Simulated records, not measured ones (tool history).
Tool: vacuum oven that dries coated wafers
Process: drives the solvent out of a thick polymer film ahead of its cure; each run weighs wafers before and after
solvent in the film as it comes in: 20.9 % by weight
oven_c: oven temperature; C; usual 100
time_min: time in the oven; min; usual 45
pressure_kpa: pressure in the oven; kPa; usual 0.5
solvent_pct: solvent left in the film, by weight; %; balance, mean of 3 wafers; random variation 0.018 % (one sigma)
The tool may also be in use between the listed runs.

run   hour  oven_c  time_min  pressure_kpa  solvent_pct
  1    0.0     100        45           0.5         0.64
  2    7.7     100        40           0.5         0.94
  3   15.5     100        40           0.5         0.90
  4   32.1     100        45           0.5         0.61
  5   41.9     100        45           0.5         0.67
  6   57.5     100        45           0.5         0.67
  7   74.4     100        45           0.5         0.67
  8   82.1     100        45           0.5         0.67
  9   91.3     100        45           0.5         0.66
 10  101.6     100        45           0.5         0.66

Forecast run 11:
 11  114.1     100        45           0.5            ?

Run 11 gave solvent_pct 0.68 %.
Without the tool's hidden state the same run would have given solvent_pct 0.69 %.
